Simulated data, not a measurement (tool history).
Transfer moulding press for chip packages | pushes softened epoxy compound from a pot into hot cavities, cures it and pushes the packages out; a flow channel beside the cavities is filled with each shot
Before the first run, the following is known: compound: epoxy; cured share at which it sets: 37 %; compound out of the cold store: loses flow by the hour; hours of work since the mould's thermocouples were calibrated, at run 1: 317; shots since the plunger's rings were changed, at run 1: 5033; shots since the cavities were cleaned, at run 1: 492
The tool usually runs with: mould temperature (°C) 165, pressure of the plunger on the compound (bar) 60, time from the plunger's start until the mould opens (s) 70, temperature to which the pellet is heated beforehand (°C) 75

run	hour	mould temperature (°C)	pressure of the plunger on the compound (bar)	time from the plunger's start until the mould opens (s)	temperature to which the pellet is heated beforehand (°C)	hours of work since the mould's thermocouples were calibrated	shots since the plunger's rings were changed	shots since the cavities were cleaned	incoming compound's hours out of the cold store	length that the compound runs in the flow channel (mm)	greatest force on the pins that push the packages out (N)
1	0	165	60	70	75	317	5033	492	23.7	760	592
2	16.9	170	60	70	75	325	5238	697	42.1	703	598
# hour 41.1: plunger's sealing rings changed
# hour 42.6: cavities cleaned with cleaning compound and waxed
3	47.3	165	60	70	80	337	56	56	43.2	742	458
4	62.6	165	60	70	80	344	242	242	34.6	762	531
5	83	165	60	70	80	354	489	489	14.5	813	579
6	97.9	165	60	70	75	361	670	670	11	822	640
7	120.2	165	60	50	75	371	941	941	42.7	741	1115
# hour 124.5: cavities cleaned with cleaning compound and waxed
8	141.5	165	60	70	75	381	1181	206	12.4	816	526
9	161.9	165	60	70	75	390	1428	453	20	791	580
10	175.1	165	60	70	75	397	1589	614	36.7	751	607
11	191.7	165	60	70	71	404	1790	815	19.5	793	667
# hour 206.3: cavities cleaned with cleaning compound and waxed
12	210.4	165	60	70	69	413	1999	50	30.2	764	468
13	236.1	165	60	70	69	425	2311	362	26.8	770	569
14	250.3	165	60	70	69	431	2483	534	13.3	804	577
15	275.7	162	60	70	75	443	2791	842	12.9	813	714
# hour 287.5: cavities cleaned with cleaning compound and waxed
16	300.5	170	71.9	70	75	454	3074	158	9.6	869	478
17	313.5	165	60	70	80	461	3231	315	28.7	759	547
18	332.6	172	60	62	80	470	3464	548	19.3	767	553
19	352.7	157	60	62	79	479	3708	792	16.2	819	1326
# hour 367.8: cavities cleaned with cleaning compound and waxed
20	379.1	163	64	71	76	491	4009	137	31.1	780	513
21	403.2	163	64	71	76	502	4301	429	10.4	832	639
22	425.1	165	46.9	70	75	512	4567	695	35.5	653	652
# hour 449.3: cavities cleaned with cleaning compound and waxed
23	449.6	165	46.9	70	75	523	4847	5	24.8	674	482
24	472.5	165	46.9	70	75	534	5124	282	43.2	634	539
25	491.6	165	46.9	70	72	543	5355	513	18.9	683	600
# hour 507.4: plunger's sealing rings changed
26	507.4	165	60	56	75	549	0	675	20.3	799	854
27	524.8	165	60.3	70	67	558	211	886	36.1	758	628
# hour 533.9: cavities cleaned with cleaning compound and waxed
28	550.5	165	60.3	52	67	569	505	202	27.7	780	854
29	573.3	165	60.3	52	67	580	782	479	14.2	812	931

Here are 3 independent what-if runs from the current tool condition. What would each one return?
A	600.3	170	59.9	70	75	593	1108	805	11.4	?	?
B	600.3	165	64.3	101	67	593	1108	805	37	?	?
C	600.3	165	58.3	52	67	593	1108	805	40.6	?	?

run	length that the compound runs in the flow channel (mm)	greatest force on the pins that push the packages out (N)
A	800	590
B	778	577
C	735	982
Without the tool's hidden state the same runs would have given:
run	length that the compound runs in the flow channel (mm)	greatest force on the pins that push the packages out (N)
A	808	426
B	786	412
C	743	745

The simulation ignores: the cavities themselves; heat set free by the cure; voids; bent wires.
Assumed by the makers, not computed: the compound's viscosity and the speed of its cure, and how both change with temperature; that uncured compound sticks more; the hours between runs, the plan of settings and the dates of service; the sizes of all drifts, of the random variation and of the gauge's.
